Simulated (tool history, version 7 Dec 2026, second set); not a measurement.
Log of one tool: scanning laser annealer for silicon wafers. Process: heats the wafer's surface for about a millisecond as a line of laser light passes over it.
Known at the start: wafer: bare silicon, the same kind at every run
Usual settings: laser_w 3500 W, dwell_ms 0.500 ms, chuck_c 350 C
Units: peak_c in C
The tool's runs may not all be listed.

| run | hour | laser_w | dwell_ms | chuck_c | peak_c |
|---|---|---|---|---|---|
| 1 | 0.0 | 3500 | 0.500 | 350 | 1163 |
| 2 | 7.0 | 3500 | 0.500 | 350 | 1165 |
| 3 | 16.7 | 3500 | 0.500 | 350 | 1162 |
| 4 | 27.0 | 3500 | 0.500 | 350 | 1161 |
| 5 | 37.3 | 3500 | 0.500 | 350 | 1160 |
| 6 | 48.1 | 3500 | 0.500 | 350 | 1163 |
| 7 | 54.0 | 3500 | 0.500 | 350 | 1161 |
| 8 | 64.3 | 3500 | 0.500 | 320 | 1134 |
| 9 | 72.5 | 3500 | 0.500 | 320 | 1130 |
| 10 | 79.9 | 3500 | 0.500 | 320 | 1131 |
| 11 | 86.1 | 3500 | 0.500 | 379 | 1189 |
| 12 | 91.8 | 3500 | 0.500 | 379 | 1193 |
| 13 | 98.5 | 3500 | 0.500 | 379 | 1193 |
| 14 | 107.7 | 3500 | 0.500 | 379 | 1187 |
| 15 | 112.4 | 3500 | 0.509 | 379 | 1191 |
| 16 | 122.2 | 3500 | 0.509 | 379 | 1195 |
| 17 | 132.9 | 3500 | 0.509 | 379 | 1195 |
| 18 | 138.4 | 3500 | 0.509 | 379 | 1196 |
| 19 | 145.7 | 3500 | 0.509 | 379 | 1194 |
| 20 | 150.5 | 3500 | 0.509 | 379 | 1196 |
| 21 | 161.7 | 3500 | 0.509 | 379 | 1193 |
| 22 | 169.7 | 3500 | 0.564 | 350 | 1193 |
| 23 | 175.6 | 3839 | 0.494 | 367 | 1254 |
| 24 | 185.1 | 3537 | 0.388 | 347 | 1073 |
| 25 | 192.2 | 3537 | 0.388 | 347 | 1071 |
| 26 | 199.6 | 3141 | 0.602 | 350 | 1132 |
| 27 | 213.9 | 3141 | 0.602 | 350 | 1124 |
| 28 | 223.2 | 3689 | 0.454 | 319 | 1132 |
| 29 | 230.1 | 3689 | 0.454 | 319 | 1132 |
| 30 | 240.3 | 3224 | 0.486 | 362 | 1086 |
| 31 | 250.0 | 3758 | 0.500 | 350 | 1213 |
| 32 | 261.1 | 3758 | 0.500 | 350 | 1212 |
| 33 | 267.9 | 3758 | 0.500 | 350 | 1211 |
| 34 | 280.9 | 3198 | 0.491 | 317 | 1045 |
| 35 | 286.7 | 3500 | 0.611 | 352 | 1237 |
| 36 | 296.0 | 3709 | 0.500 | 363 | 1228 |
| 37 | 307.2 | 3709 | 0.500 | 363 | 1228 |
| 38 | 312.0 | 3709 | 0.500 | 363 | 1224 |
| 39 | 321.1 | 3555 | 0.500 | 365 | 1188 |
| 40 | 331.6 | 3605 | 0.500 | 312 | 1147 |
| 41 | 341.3 | 3605 | 0.500 | 312 | 1145 |

Not shown: 2 entries that the log had between the listed runs. Between which runs, and how does the tool's hidden state differ before and after?
Between runs 26 and 27: optics aligned, line set to its width (hour 205.4)
  light that passes the window, % of a clean one's: 97.65 -> 97.61; width of the line over the set one, %: 1.63 -> 2.55
  measured less the result without the state, peak_c: -29 -> -33 C
Between runs 33 and 34: optics aligned, line set to its width, once more (hour 274.0)
  light that passes the window, % of a clean one's: 97.39 -> 97.35; width of the line over the set one, %: 2.59 -> 0.14
  measured less the result without the state, peak_c: -40 -> -22 C

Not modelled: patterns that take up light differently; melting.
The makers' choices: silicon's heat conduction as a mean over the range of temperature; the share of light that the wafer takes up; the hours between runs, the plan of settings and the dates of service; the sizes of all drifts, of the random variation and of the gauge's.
